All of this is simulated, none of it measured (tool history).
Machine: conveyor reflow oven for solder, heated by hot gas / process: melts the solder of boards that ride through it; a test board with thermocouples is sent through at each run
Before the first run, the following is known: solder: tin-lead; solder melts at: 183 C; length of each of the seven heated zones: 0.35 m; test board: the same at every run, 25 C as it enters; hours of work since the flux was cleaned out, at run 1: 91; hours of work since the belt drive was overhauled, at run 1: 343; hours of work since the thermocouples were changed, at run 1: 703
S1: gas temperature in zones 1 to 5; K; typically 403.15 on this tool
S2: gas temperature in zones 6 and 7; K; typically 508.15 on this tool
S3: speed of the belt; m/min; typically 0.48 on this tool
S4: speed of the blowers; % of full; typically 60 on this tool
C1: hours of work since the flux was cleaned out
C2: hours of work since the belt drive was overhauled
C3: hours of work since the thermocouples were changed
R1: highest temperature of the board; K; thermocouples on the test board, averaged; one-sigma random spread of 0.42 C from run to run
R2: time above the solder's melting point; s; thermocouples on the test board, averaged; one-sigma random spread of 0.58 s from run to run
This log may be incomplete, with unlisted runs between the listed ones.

run	hour	S1	S2	S3	S4	C1	C2	C3	R1	R2
1	0	403.15	508.15	0.48	60	91	343	703	478.75	46.4
2	13.8	403.15	508.15	0.48	60	98	350	709	478.45	45.8
# hour 23.6: thermocouples of zones 6 and 7 changed
3	28.5	403.15	508.15	0.48	60	104	356	2	479.55	49.7
4	37.5	403.15	508.15	0.48	60	109	361	7	479.45	48.5
5	49.7	403.15	508.15	0.48	60	115	367	13	480.05	49.9
6	59.6	403.15	508.15	0.48	60	119	371	18	479.75	48.7
7	77.1	414.15	508.15	0.48	60	128	380	26	482.95	57
8	84.9	408.15	508.15	0.48	60	132	384	30	481.55	52.7
9	99.2	403.15	508.15	0.421	60	139	391	37	484.35	64.1
10	115.4	405.15	508.15	0.48	60	147	399	45	479.65	50.5
11	127.5	403.15	508.15	0.48	60	152	404	50	479.65	48.8
12	141	403.15	508.15	0.48	60	159	411	57	479.35	47.9
13	149.3	403.15	508.15	0.48	69	163	415	61	482.55	53.8
14	162.5	403.15	508.15	0.48	60	169	421	67	479.15	48.9
15	177.1	403.15	508.15	0.48	60	177	429	75	479.25	48.3
16	189.6	403.15	508.15	0.48	83	183	435	81	486.05	59.1
17	199.2	403.15	523.15	0.48	83	187	439	85	499.75	69.1
18	210.8	403.15	505.15	0.48	52	193	445	91	472.55	37
19	227.9	407.15	497.15	0.438	69	201	453	99	477.65	55
20	238.5	407.15	497.15	0.438	69	206	458	104	476.95	54.6
21	253.1	407.15	497.15	0.438	69	213	465	112	478.25	54.8
22	263.1	407.15	497.15	0.438	69	218	470	116	477.75	55
23	274.9	407.15	497.15	0.438	69	224	476	122	477.65	54.4
24	290.9	407.15	498.15	0.471	69	232	484	130	475.85	46.8
25	305.2	416.15	508.15	0.567	72	239	491	137	479.85	44.2
26	316.3	402.15	508.15	0.48	58	244	496	142	477.25	45.3
27	325.1	402.15	509.15	0.546	59	248	500	147	473.05	31.5
28	338.2	403.15	508.15	0.418	76	255	507	153	489.15	73
29	345.8	414.15	508.15	0.48	60	259	511	157	479.85	55.5

Run 30 is up next; what results do you expect?
30	362.2	399.15	508.15	0.55	89	267	519	165	?	?

R1: 482.25 K
R2: 44.7 s
Minus the tool's unlogged condition, the same run would have read R1 485.75 K, R2 48.1 s.
